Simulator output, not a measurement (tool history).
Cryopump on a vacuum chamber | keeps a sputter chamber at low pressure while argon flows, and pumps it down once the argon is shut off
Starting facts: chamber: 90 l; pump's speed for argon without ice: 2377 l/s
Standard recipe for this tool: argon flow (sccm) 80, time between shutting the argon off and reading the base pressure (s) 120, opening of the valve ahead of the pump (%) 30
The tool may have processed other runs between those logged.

run    hour  argon flow (sccm)  time between shutting the argon off and reading the base pressure (s)  opening of the valve ahead of the pump (%)  pressure while argon flows (Pa)  pressure after the wait (uPa)
  1       0                 80                                                                    120                                          30                           0.2045                            1.3
  2    74.8                 80                                                                     37                                          30                           0.2056                           2.39
  3   178.5                 80                                                                     37                                          30                           0.2062                            2.5
  4   281.8                 80                                                                     37                                          30                           0.2085                           2.66
  5   354.7                 80                                                                     37                                          30                           0.2099                           2.65
  6   416.9                 80                                                                    120                                          30                           0.1897                           1.27
  7   538.7                 80                                                                    120                                          30                           0.1924                           1.37
  8   620.7                 80                                                                    120                                          30                            0.193                           1.38
  9   701.4                 82                                                                    120                                          30                           0.1977                           1.42
 10   779.2                 82                                                                    120                                          30                           0.1995                            1.5
 11   897.7                 82                                                                    120                                          30                           0.2007                           1.53
 12  1008.5                 80                                                                     57                                          30                           0.1994                           2.14
 13  1093.9                 80                                                                     57                                          30                           0.2019                           2.23
 14  1160.4                 80                                                                     57                                          30                           0.2039                           2.22
 15  1245.4                 80                                                                    130                                          30                           0.2048                           1.74
 16  1328.6                 80                                                                    120                                          30                           0.2038                           1.86
 17  1405.9                 80                                                                    120                                          30                           0.2072                           1.85
 18  1525.8                 80                                                                    120                                          30                           0.2081                           1.96
 19  1607.3                 80                                                                    120                                          30                           0.2113                           1.98
 20  1656.4                 70                                                                    123                                          26                           0.2145                           2.01
 21  1751.9                 49                                                                    220                                          26                           0.1336                           1.44
 22  1853.6                 49                                                                    220                                          26                           0.1363                           1.47
 23  1913.1                 49                                                                    220                                          26                           0.1363                           1.54
 24  2026.5                 33                                                                    294                                          38                            0.064                           1.52
 25  2145.1                 80                                                                    120                                          54                            0.113                           1.89
 26  2258.8                 80                                                                    139                                          30                           0.1992                           1.85
 27  2317.8                 91                                                                     50                                          50                           0.1411                           2.57
 28    2370                 91                                                                     50                                          50                           0.1421                           2.69
 29  2485.7                 91                                                                     50                                          50                           0.1434                           2.88
 30  2579.2                 74                                                                     50                                          18                           0.3075                           2.93
 31  2636.5                 44                                                                     34                                          20                           0.1659                            3.5
 32  2747.8                 37                                                                    120                                          30                           0.0977                           2.36
 33    2850                 80                                                                    120                                          35                           0.1832                           2.49

Put back what was entered between runs (2 entries, withheld): which listed runs does each sit between, and how does the hidden state differ from the listed run before to the listed run after?
From run 5 to run 6: pump warmed up, emptied and cooled again (hour 416.8)
  pump's speed, % of a pump's without ice: 72.3 -> 99.9; cold plate's temperature, K: 12.41 -> 12.42; leak into the chamber, uPa l/s: 1820 -> 1856
  measured less the result without the state, pressure while argon flows (Pa): +0.0223 -> +0.0005; pressure after the wait (uPa): +0.94 -> +0.65
From run 20 to run 21: pump warmed up, emptied and cooled again (hour 1704.1)
  pump's speed, % of a pump's without ice: 71.7 -> 98.3; cold plate's temperature, K: 12.56 -> 12.57; leak into the chamber, uPa l/s: 2650 -> 2712
  measured less the result without the state, pressure while argon flows (Pa): +0.0206 -> +0.001; pressure after the wait (uPa): +1.4 -> +1.06
